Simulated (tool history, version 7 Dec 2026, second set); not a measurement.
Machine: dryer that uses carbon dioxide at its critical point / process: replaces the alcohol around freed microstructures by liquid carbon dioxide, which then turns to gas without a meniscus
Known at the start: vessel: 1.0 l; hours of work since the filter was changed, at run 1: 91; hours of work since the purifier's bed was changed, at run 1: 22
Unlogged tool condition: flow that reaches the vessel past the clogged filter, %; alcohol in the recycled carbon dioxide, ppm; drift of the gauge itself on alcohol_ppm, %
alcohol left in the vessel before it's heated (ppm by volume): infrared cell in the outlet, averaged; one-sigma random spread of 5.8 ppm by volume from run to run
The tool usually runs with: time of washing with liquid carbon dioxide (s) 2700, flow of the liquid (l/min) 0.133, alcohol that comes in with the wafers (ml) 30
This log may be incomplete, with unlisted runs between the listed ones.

run,day,time of washing with liquid carbon dioxide (s),flow of the liquid (l/min),alcohol that comes in with the wafers (ml),hours of work since the filter was changed,hours of work since the purifier's bed was changed,alcohol left in the vessel before it's heated (ppm by volume)
1,0,2700,0.133,30,91,22,237
2,2.133,2700,0.133,30,124,54,268
3,4.167,2700,0.133,30,155,85,288
4,6.671,2700,0.133,30,193,124,329
# day 7.254: inlet filter changed
5,8.204,2700,0.133,84,15,146,559
6,10.225,2700,0.133,84,45,177,608
7,11.479,2700,0.133,84,65,197,650
8,14.25,2700,0.133,30,107,239,264
9,15.375,2700,0.133,30,124,256,297
10,18.012,2700,0.133,30,165,297,331
# day 20.538: inlet filter changed
11,20.538,2700,0.138,30,0,334,162
12,23.075,2880,0.133,30,39,373,155
13,24.542,2700,0.133,22,61,396,176
14,25.8,2700,0.133,22,81,415,182
15,27.029,2700,0.133,22,99,434,199
16,28.308,2700,0.133,22,119,453,210
17,29.804,2700,0.133,67,142,476,682
18,31.242,2700,0.133,67,164,498,725
19,33.383,2700,0.133,30,197,531,361
# day 33.95: inlet filter changed
20,36.046,2700,0.133,30,32,571,218
21,38.379,2700,0.133,30,68,607,254
22,39.8,2700,0.133,30,90,629,270
23,41.854,2700,0.133,30,121,660,284
24,43.254,2160,0.175,30,142,681,232
25,45.104,2220,0.133,21,171,710,537
26,46.883,2880,0.156,100,198,737,377
# day 47.212: inlet filter changed
27,48.967,2880,0.156,100,27,768,213
28,50.433,3660,0.133,54,49,791,93
29,52.233,2700,0.115,50,77,818,830
30,54.912,4140,0.218,30,118,859,25
31,57.562,4140,0.132,30,158,900,53
32,59.392,4200,0.165,22,186,928,28

What will run 33 give?
# day 60.512: inlet filter changed
33,62.017,4200,0.165,22,23,967,?

{"run 33": {"alcohol left in the vessel before it's heated (ppm by volume)": 26}}
The same run, on a tool lacking any hidden state, would have yielded alcohol left in the vessel before it's heated (ppm by volume) 0.
